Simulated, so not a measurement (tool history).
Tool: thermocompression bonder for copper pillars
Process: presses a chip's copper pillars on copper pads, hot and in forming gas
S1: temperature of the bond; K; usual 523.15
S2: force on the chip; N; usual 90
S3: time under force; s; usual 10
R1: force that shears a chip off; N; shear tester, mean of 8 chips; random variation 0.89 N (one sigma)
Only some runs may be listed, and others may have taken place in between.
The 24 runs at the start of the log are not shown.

run	day	S1	S2	S3	R1
25	58.558	527.15	92	11	75.8
# day 59.733: force cell calibrated, once more
26	61.488	527.15	92	11	70.5
27	63.762	527.15	94	16	78.0
28	65.275	527.15	63	16	57.6
# day 67.175: forming gas filter changed
29	67.488	527.15	63	16	64.6
30	70.133	496.15	76	16	55.3
31	71.775	512.15	75	9	50.8
32	74.175	527.15	54	9	41.7
33	77.271	535.15	109	5	68.8
34	80.192	527.15	87	10	65.1
35	83.558	548.15	87	23	87.1
# day 84.112: forming gas filter changed
36	86.950	552.15	115	11	97.4
37	89.092	523.15	85	15	74.6
38	90.538	502.15	133	14	81.2
# day 92.954: heater calibrated with a thermocouple chip
39	92.954	523.15	82	9	63.4
40	94.925	504.15	78	20	65.3

Below are 3 alternative next runs, each starting from the tool's condition after run 40. Predict each:
A	97.517	504.15	78	7	?
B	97.517	546.15	128	12	?
C	97.517	523.15	121	15	?

run	R1
A	45.6
B	96.1
C	90.8
What these runs would have given with no unlogged condition in the tool:
run	R1
A	49.0
B	103.6
C	97.8
